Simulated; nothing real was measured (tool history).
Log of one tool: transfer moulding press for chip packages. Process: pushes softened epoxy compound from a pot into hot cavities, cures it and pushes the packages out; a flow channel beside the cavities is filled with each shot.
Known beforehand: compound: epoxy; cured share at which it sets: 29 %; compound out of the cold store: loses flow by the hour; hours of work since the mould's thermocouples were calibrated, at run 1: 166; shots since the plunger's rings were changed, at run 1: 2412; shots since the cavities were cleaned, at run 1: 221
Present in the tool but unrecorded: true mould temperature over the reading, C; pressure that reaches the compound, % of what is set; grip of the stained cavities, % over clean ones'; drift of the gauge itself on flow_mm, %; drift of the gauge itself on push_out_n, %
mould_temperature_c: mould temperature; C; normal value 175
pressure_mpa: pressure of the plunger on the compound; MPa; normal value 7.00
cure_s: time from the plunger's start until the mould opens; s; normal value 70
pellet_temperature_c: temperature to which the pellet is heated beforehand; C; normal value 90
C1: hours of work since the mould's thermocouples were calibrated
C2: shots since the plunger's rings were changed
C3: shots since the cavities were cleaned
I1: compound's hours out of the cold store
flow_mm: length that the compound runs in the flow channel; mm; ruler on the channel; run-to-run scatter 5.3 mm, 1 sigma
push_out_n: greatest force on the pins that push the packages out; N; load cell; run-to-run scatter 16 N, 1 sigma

{"run": 1, "hour": 0.0, "mould_temperature_c": 175, "pressure_mpa": 7.0, "cure_s": 70, "pellet_temperature_c": 90, "C1": 166, "C2": 2412, "C3": 221, "I1": 28.5, "flow_mm": 632, "push_out_n": 894}
{"hour": 27.8, "done": "cavities cleaned with cleaning compound and waxed"}
{"run": 2, "hour": 38.9, "mould_temperature_c": 175, "pressure_mpa": 7.0, "cure_s": 70, "pellet_temperature_c": 90, "C1": 191, "C2": 3006, "C3": 176, "I1": 23.7, "flow_mm": 631, "push_out_n": 904}
{"hour": 71.7, "done": "cavities cleaned with cleaning compound and waxed"}
{"run": 3, "hour": 106.6, "mould_temperature_c": 175, "pressure_mpa": 7.0, "cure_s": 70, "pellet_temperature_c": 90, "C1": 235, "C2": 4054, "C3": 552, "I1": 26.8, "flow_mm": 609, "push_out_n": 1092}
{"hour": 113.6, "done": "cavities cleaned with cleaning compound and waxed"}
{"hour": 127.0, "done": "plunger's sealing rings changed"}
{"hour": 157.5, "done": "cavities cleaned with cleaning compound and waxed"}
{"run": 4, "hour": 174.9, "mould_temperature_c": 175, "pressure_mpa": 7.0, "cure_s": 70, "pellet_temperature_c": 90, "C1": 277, "C2": 736, "C3": 276, "I1": 24.2, "flow_mm": 644, "push_out_n": 961}
{"hour": 202.8, "done": "cavities cleaned with cleaning compound and waxed"}
{"run": 5, "hour": 211.2, "mould_temperature_c": 175, "pressure_mpa": 7.0, "cure_s": 70, "pellet_temperature_c": 90, "C1": 300, "C2": 1286, "C3": 132, "I1": 47.0, "flow_mm": 618, "push_out_n": 850}
{"run": 6, "hour": 238.4, "mould_temperature_c": 175, "pressure_mpa": 7.0, "cure_s": 70, "pellet_temperature_c": 90, "C1": 318, "C2": 1718, "C3": 564, "I1": 23.8, "flow_mm": 644, "push_out_n": 1115}
{"hour": 246.8, "done": "cavities cleaned with cleaning compound and waxed"}
{"hour": 278.6, "done": "mould's thermocouples calibrated"}
{"hour": 292.1, "done": "cavities cleaned with cleaning compound and waxed"}
{"run": 7, "hour": 308.6, "mould_temperature_c": 175, "pressure_mpa": 7.0, "cure_s": 70, "pellet_temperature_c": 95, "C1": 19, "C2": 2751, "C3": 261, "I1": 14.6, "flow_mm": 639, "push_out_n": 913}
{"hour": 333.7, "done": "cavities cleaned with cleaning compound and waxed"}
{"run": 8, "hour": 370.3, "mould_temperature_c": 175, "pressure_mpa": 7.0, "cure_s": 70, "pellet_temperature_c": 95, "C1": 59, "C2": 3705, "C3": 579, "I1": 11.1, "flow_mm": 645, "push_out_n": 1077}
{"hour": 375.0, "done": "cavities cleaned with cleaning compound and waxed"}
{"hour": 413.4, "done": "plunger's sealing rings changed"}
{"hour": 421.9, "done": "cavities cleaned with cleaning compound and waxed"}
{"run": 9, "hour": 421.9, "mould_temperature_c": 175, "pressure_mpa": 7.0, "cure_s": 70, "pellet_temperature_c": 95, "C1": 89, "C2": 112, "C3": 0, "I1": 24.0, "flow_mm": 651, "push_out_n": 778}
{"hour": 464.6, "done": "cavities cleaned with cleaning compound and waxed"}
{"run": 10, "hour": 490.6, "mould_temperature_c": 175, "pressure_mpa": 7.0, "cure_s": 70, "pellet_temperature_c": 95, "C1": 134, "C2": 1176, "C3": 412, "I1": 9.1, "flow_mm": 673, "push_out_n": 1047}
{"hour": 510.8, "done": "cavities cleaned with cleaning compound and waxed"}
{"hour": 553.5, "done": "cavities cleaned with cleaning compound and waxed"}
{"run": 11, "hour": 558.6, "mould_temperature_c": 175, "pressure_mpa": 7.0, "cure_s": 70, "pellet_temperature_c": 95, "C1": 177, "C2": 2208, "C3": 82, "I1": 18.2, "flow_mm": 657, "push_out_n": 835}
{"hour": 598.5, "done": "cavities cleaned with cleaning compound and waxed"}
{"run": 12, "hour": 598.9, "mould_temperature_c": 175, "pressure_mpa": 7.0, "cure_s": 70, "pellet_temperature_c": 95, "C1": 203, "C2": 2822, "C3": 6, "I1": 10.8, "flow_mm": 645, "push_out_n": 806}
{"hour": 643.5, "done": "cavities cleaned with cleaning compound and waxed"}
{"run": 13, "hour": 660.7, "mould_temperature_c": 173, "pressure_mpa": 7.0, "cure_s": 70, "pellet_temperature_c": 90, "C1": 243, "C2": 3777, "C3": 271, "I1": 24.6, "flow_mm": 615, "push_out_n": 1116}
{"hour": 687.0, "done": "cavities cleaned with cleaning compound and waxed"}
{"hour": 698.2, "done": "plunger's sealing rings changed"}
{"run": 14, "hour": 719.0, "mould_temperature_c": 173, "pressure_mpa": 7.0, "cure_s": 70, "pellet_temperature_c": 90, "C1": 279, "C2": 329, "C3": 467, "I1": 8.3, "flow_mm": 693, "push_out_n": 1264}
{"hour": 731.5, "done": "cavities cleaned with cleaning compound and waxed"}
{"hour": 776.9, "done": "cavities cleaned with cleaning compound and waxed"}
{"run": 15, "hour": 788.4, "mould_temperature_c": 175, "pressure_mpa": 6.85, "cure_s": 70, "pellet_temperature_c": 90, "C1": 323, "C2": 1382, "C3": 182, "I1": 15.5, "flow_mm": 662, "push_out_n": 979}
{"hour": 821.3, "done": "mould's thermocouples calibrated"}
{"hour": 822.8, "done": "cavities cleaned with cleaning compound and waxed"}
{"run": 16, "hour": 852.4, "mould_temperature_c": 175, "pressure_mpa": 6.85, "cure_s": 70, "pellet_temperature_c": 90, "C1": 20, "C2": 2342, "C3": 470, "I1": 22.5, "flow_mm": 642, "push_out_n": 1055}
{"hour": 865.0, "done": "cavities cleaned with cleaning compound and waxed"}
{"run": 17, "hour": 892.6, "mould_temperature_c": 177, "pressure_mpa": 6.16, "cure_s": 86, "pellet_temperature_c": 83, "C1": 45, "C2": 2954, "C3": 437, "I1": 42.0, "flow_mm": 555, "push_out_n": 530}
{"hour": 909.0, "done": "cavities cleaned with cleaning compound and waxed"}
{"hour": 950.8, "done": "cavities cleaned with cleaning compound and waxed"}
{"run": 18, "hour": 954.9, "mould_temperature_c": 177, "pressure_mpa": 6.16, "cure_s": 86, "pellet_temperature_c": 83, "C1": 85, "C2": 3895, "C3": 65, "I1": 40.1, "flow_mm": 551, "push_out_n": 445}
{"hour": 987.2, "done": "plunger's sealing rings changed"}
{"hour": 998.2, "done": "cavities cleaned with cleaning compound and waxed"}
{"run": 19, "hour": 1002.7, "mould_temperature_c": 177, "pressure_mpa": 6.16, "cure_s": 59, "pellet_temperature_c": 98, "C1": 114, "C2": 222, "C3": 72, "I1": 34.4, "flow_mm": 596, "push_out_n": 1121}
{"run": 20, "hour": 1035.1, "mould_temperature_c": 178, "pressure_mpa": 6.53, "cure_s": 98, "pellet_temperature_c": 99, "C1": 135, "C2": 736, "C3": 586, "I1": 18.2, "flow_mm": 634, "push_out_n": 500}
{"hour": 1042.2, "done": "cavities cleaned with cleaning compound and waxed"}
{"run": 21, "hour": 1080.9, "mould_temperature_c": 178, "pressure_mpa": 6.53, "cure_s": 98, "pellet_temperature_c": 99, "C1": 165, "C2": 1438, "C3": 614, "I1": 9.7, "flow_mm": 649, "push_out_n": 479}
{"hour": 1086.6, "done": "cavities cleaned with cleaning compound and waxed"}
{"hour": 1130.8, "done": "cavities cleaned with cleaning compound and waxed"}
{"run": 22, "hour": 1139.9, "mould_temperature_c": 172, "pressure_mpa": 6.53, "cure_s": 58, "pellet_temperature_c": 99, "C1": 202, "C2": 2325, "C3": 144, "I1": 38.4, "flow_mm": 598, "push_out_n": 1474}
{"hour": 1174.5, "done": "cavities cleaned with cleaning compound and waxed"}
{"run": 23, "hour": 1200.8, "mould_temperature_c": 172, "pressure_mpa": 6.53, "cure_s": 58, "pellet_temperature_c": 99, "C1": 241, "C2": 3267, "C3": 417, "I1": 40.7, "flow_mm": 581, "push_out_n": 1688}
{"hour": 1217.7, "done": "cavities cleaned with cleaning compound and waxed"}
{"run": 24, "hour": 1246.1, "mould_temperature_c": 172, "pressure_mpa": 6.53, "cure_s": 58, "pellet_temperature_c": 99, "C1": 270, "C2": 3962, "C3": 452, "I1": 43.6, "flow_mm": 573, "push_out_n": 1702}
{"hour": 1258.7, "done": "cavities cleaned with cleaning compound and waxed"}
{"hour": 1271.8, "done": "plunger's sealing rings changed"}
{"run": 25, "hour": 1282.6, "mould_temperature_c": 172, "pressure_mpa": 6.53, "cure_s": 58, "pellet_temperature_c": 99, "C1": 292, "C2": 171, "C3": 339, "I1": 34.2, "flow_mm": 625, "push_out_n": 1708}
{"hour": 1303.6, "done": "cavities cleaned with cleaning compound and waxed"}
{"run": 26, "hour": 1340.6, "mould_temperature_c": 175, "pressure_mpa": 7.0, "cure_s": 84, "pellet_temperature_c": 90, "C1": 329, "C2": 1066, "C3": 585, "I1": 43.0, "flow_mm": 620, "push_out_n": 657}

Below are 3 alternative next runs, each starting from the tool's condition after run 26. Predict each:
{"hour": 1345.0, "done": "cavities cleaned with cleaning compound and waxed"}
{"hour": 1367.3, "done": "mould's thermocouples calibrated"}
{"run": "A", "hour": 1375.4, "mould_temperature_c": 175, "pressure_mpa": 7.0, "cure_s": 84, "pellet_temperature_c": 98, "C1": 5, "C2": 1564, "C3": 451, "I1": 34.1, "flow_mm": "?", "push_out_n": "?"}
{"hour": 1345.0, "done": "cavities cleaned with cleaning compound and waxed"}
{"hour": 1367.3, "done": "mould's thermocouples calibrated"}
{"run": "B", "hour": 1375.4, "mould_temperature_c": 180, "pressure_mpa": 7.0, "cure_s": 64, "pellet_temperature_c": 90, "C1": 5, "C2": 1564, "C3": 451, "I1": 18.4, "flow_mm": "?", "push_out_n": "?"}
{"hour": 1345.0, "done": "cavities cleaned with cleaning compound and waxed"}
{"hour": 1367.3, "done": "mould's thermocouples calibrated"}
{"run": "C", "hour": 1375.4, "mould_temperature_c": 180, "pressure_mpa": 7.0, "cure_s": 62, "pellet_temperature_c": 90, "C1": 5, "C2": 1564, "C3": 451, "I1": 14.2, "flow_mm": "?", "push_out_n": "?"}

run=A flow_mm=630 push_out_n=574
run=B flow_mm=644 push_out_n=922
run=C flow_mm=657 push_out_n=989
Take away the tool's hidden state, keep each run's random variation, and the runs would have read:
run=A flow_mm=651 push_out_n=437
run=B flow_mm=667 push_out_n=702
run=C flow_mm=679 push_out_n=752
